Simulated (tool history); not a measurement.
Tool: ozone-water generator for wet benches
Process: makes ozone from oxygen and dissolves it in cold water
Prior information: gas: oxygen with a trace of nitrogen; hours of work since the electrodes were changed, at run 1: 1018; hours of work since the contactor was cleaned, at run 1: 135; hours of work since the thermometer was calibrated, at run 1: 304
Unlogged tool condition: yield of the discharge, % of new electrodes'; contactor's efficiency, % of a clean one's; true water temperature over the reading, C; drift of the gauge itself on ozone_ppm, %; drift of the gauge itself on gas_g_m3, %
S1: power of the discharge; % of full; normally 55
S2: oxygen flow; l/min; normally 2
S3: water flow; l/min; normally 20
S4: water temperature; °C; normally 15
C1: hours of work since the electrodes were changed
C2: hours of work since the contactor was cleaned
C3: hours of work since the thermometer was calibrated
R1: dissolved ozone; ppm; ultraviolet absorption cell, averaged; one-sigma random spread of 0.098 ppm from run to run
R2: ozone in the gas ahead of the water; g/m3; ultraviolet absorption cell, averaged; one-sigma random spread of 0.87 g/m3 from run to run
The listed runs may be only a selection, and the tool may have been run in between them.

run	hour	S1	S2	S3	S4	C1	C2	C3	R1	R2
1	0	55	2	20	15	1018	135	304	8.74	140.9
2	46.1	55	2	20	15	1057	175	343	8.59	140.7
3	85.1	55	2	20	15	1090	208	376	8.8	141.7
4	150.3	55	2	20	15	1145	263	431	8.73	140.7
5	189.5	54	2	20	15	1179	296	465	8.74	139.1
6	231.4	54	2	20	15	1214	332	500	8.69	139.1
7	285.2	55	2	20	15	1260	378	546	8.62	142.6
8	346.7	55	2	20	15	1312	430	598	8.85	141.3
9	408.9	55	2	24	15	1365	483	651	7.55	140.7
10	468.4	55	2	20	15	1416	533	702	8.77	141.4
11	521.5	48	2	20	15	1461	578	747	8.05	126.8
12	587.9	48	2	20	15	1517	635	803	7.82	126.8
13	626.2	55	2	20	14	1550	667	836	8.73	140.7
14	687.4	55	2	20	15	1602	719	888	8.63	139.4
15	754.8	55	2	24	15	1659	777	945	7.38	140.1
16	818	77	2	20	15	1713	830	999	11.06	179.6
17	850.2	77	2	20	15	1740	858	1026	10.92	177.3
# hour 856.4: water thermometer calibrated
18	904.3	75	2	20	23	1786	903	41	10.08	175.5
19	939.7	55	1.81	30	10	1816	933	71	5.72	151.4
20	988.3	62	2	20	8	1857	974	112	9.84	153
21	1015.9	55	2	31	11	1880	998	136	5.76	139.4
22	1063.9	55	2	31	11	1921	1039	176	5.66	139.2
23	1092.4	97	3.57	31	11	1945	1063	201	9	138.3
# hour 1116.9: water thermometer calibrated, once more
24	1135.4	97	3.57	31	11	1981	1099	16	8.94	140.2
25	1166.7	55	3.27	14	15	2008	1126	42	11.81	98.7
26	1218	73	2	14	16	2052	1169	86	14.71	170.2
27	1255.5	54	2	20	15	2083	1201	118	8.47	139.1
28	1307.3	92	2	20	8	2128	1245	162	13.14	200.2
29	1370.5	92	2	20	8	2181	1299	215	12.88	200.5
30	1437.4	86	2.1	16	9	2238	1356	272	15.2	184.4
31	1492.9	86	2.68	30	9	2285	1403	319	8.35	155.7
32	1550.3	86	2.68	30	9	2334	1452	368	8.22	156.5

Alternative continuations, all from the tool just after run 32; predict every row:
A	1579.2	58	2.98	30	14	2358	1476	393	?	?
B	1579.2	63	2.68	30	11	2358	1476	393	?	?
C	1579.2	90	3.11	20	15	2358	1476	393	?	?

run	R1	R2
A	5.95	109.2
B	6.58	124
C	12.39	145.3
What these runs would have given with no unlogged condition in the tool:
run	R1	R2
A	6.26	112.6
B	6.94	128.2
C	13.13	151.5
